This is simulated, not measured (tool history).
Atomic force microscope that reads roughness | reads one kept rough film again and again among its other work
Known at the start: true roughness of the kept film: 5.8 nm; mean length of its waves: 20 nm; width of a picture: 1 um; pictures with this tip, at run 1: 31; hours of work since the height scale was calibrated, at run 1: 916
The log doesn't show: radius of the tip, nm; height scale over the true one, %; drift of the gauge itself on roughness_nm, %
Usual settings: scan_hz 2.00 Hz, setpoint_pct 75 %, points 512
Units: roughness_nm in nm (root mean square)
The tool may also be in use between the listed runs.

run	hour	scan_hz	setpoint_pct	points	pictures with this tip	hours of work since the height scale was calibrated	roughness_nm
1	0.0	2.00	75	512	31	916	3.384
2	59.6	2.00	75	512	148	962	2.674
# hour 69.4: new tip fitted
3	97.7	2.00	84	512	56	990	3.109
4	139.3	2.00	75	512	138	1022	2.871
# hour 152.3: new tip fitted
5	192.5	2.00	75	512	80	1062	3.168
6	219.2	2.00	75	512	132	1082	2.844
# hour 236.6: new tip fitted
7	280.0	1.02	75	512	85	1128	3.364
# hour 321.4: new tip fitted
8	334.6	1.02	75	512	26	1169	3.825
9	396.7	2.00	75	705	149	1216	2.787
# hour 406.0: new tip fitted
10	456.0	2.00	75	512	99	1261	3.047
# hour 492.4: new tip fitted
11	501.9	2.00	75	512	19	1295	3.570
12	537.5	2.00	75	512	89	1322	3.027
13	570.9	2.00	75	512	155	1348	2.705
# hour 578.6: new tip fitted
14	621.6	1.16	85	845	85	1386	3.190
15	649.4	1.17	75	302	140	1407	2.974
# hour 661.5: new tip fitted
16	697.5	0.97	60	302	71	1443	3.492
17	730.2	0.51	74	266	136	1468	3.041
# hour 735.0: height scale calibrated on a step standard
# hour 745.4: new tip fitted
18	774.3	0.51	74	266	57	29	3.650
19	801.2	2.00	78	512	110	50	2.936
# hour 828.4: new tip fitted
20	828.4	1.10	62	802	0	70	4.204
21	891.3	2.00	75	916	125	118	2.888
# hour 915.4: new tip fitted
22	920.7	2.00	75	916	11	140	3.633
23	966.9	0.77	75	512	102	175	3.294
# hour 987.4: height scale calibrated on a step standard, once more
# hour 999.0: new tip fitted
24	1009.4	0.77	75	512	21	16	4.000
25	1053.3	0.77	75	512	108	50	3.254

How the hidden state differs across the entries between the runs, from the last listed run before each to the first after it:
Between runs 2 and 3: new tip fitted (hour 69.4)
  radius of the tip, nm: 14.9 -> 8.1; height scale over the true one, %: -0.6 -> -0.62
  measured less the result without the state, roughness_nm: -1.203 -> -0.456 nm (root mean square)
Between runs 4 and 5: new tip fitted (hour 152.3)
  radius of the tip, nm: 12.6 -> 9.7; height scale over the true one, %: -0.64 -> -0.66
  measured less the result without the state, roughness_nm: -0.990 -> -0.683 nm (root mean square)
Between runs 6 and 7: new tip fitted (hour 236.6)
  radius of the tip, nm: 12.7 -> 9.8; height scale over the true one, %: -0.67 -> -0.69
  measured less the result without the state, roughness_nm: -1.000 -> -0.746 nm (root mean square)
Between runs 7 and 8: new tip fitted (hour 321.4)
  radius of the tip, nm: 9.8 -> 6.7; height scale over the true one, %: -0.69 -> -0.71
  measured less the result without the state, roughness_nm: -0.746 -> -0.310 nm (root mean square)
Between runs 9 and 10: new tip fitted (hour 406.0)
  radius of the tip, nm: 13.4 -> 10.8; height scale over the true one, %: -0.74 -> -0.76
  measured less the result without the state, roughness_nm: -1.071 -> -0.816 nm (root mean square)
Between runs 10 and 11: new tip fitted (hour 492.4)
  radius of the tip, nm: 10.8 -> 6.6; height scale over the true one, %: -0.76 -> -0.78
  measured less the result without the state, roughness_nm: -0.816 -> -0.287 nm (root mean square)
Between runs 13 and 14: new tip fitted (hour 578.6)
  radius of the tip, nm: 14.3 -> 9.8; height scale over the true one, %: -0.8 -> -0.82
  measured less the result without the state, roughness_nm: -1.147 -> -0.712 nm (root mean square)
Between runs 15 and 16: new tip fitted (hour 661.5)
  radius of the tip, nm: 12.6 -> 9.4; height scale over the true one, %: -0.83 -> -0.85
  measured less the result without the state, roughness_nm: -1.042 -> -0.728 nm (root mean square)
Between runs 17 and 18: height scale calibrated on a step standard (hour 735.0); new tip fitted (hour 745.4)
  radius of the tip, nm: 13.2 -> 7.9; height scale over the true one, %: -0.87 -> -1.31
  measured less the result without the state, roughness_nm: -1.141 -> -0.529 nm (root mean square)
Between runs 19 and 20: new tip fitted (hour 828.4)
  radius of the tip, nm: 11 -> 5.2; height scale over the true one, %: -1.32 -> -1.33
  measured less the result without the state, roughness_nm: -0.838 -> -0.097 nm (root mean square)
Between runs 21 and 22: new tip fitted (hour 915.4)
  radius of the tip, nm: 12.3 -> 6; height scale over the true one, %: -1.36 -> -1.37
  measured less the result without the state, roughness_nm: -0.995 -> -0.220 nm (root mean square)
Between runs 23 and 24: height scale calibrated on a step standard, once more (hour 987.4); new tip fitted (hour 999.0)
  radius of the tip, nm: 11 -> 6.2; height scale over the true one, %: -1.39 -> -0.03
  measured less the result without the state, roughness_nm: -0.935 -> -0.219 nm (root mean square)
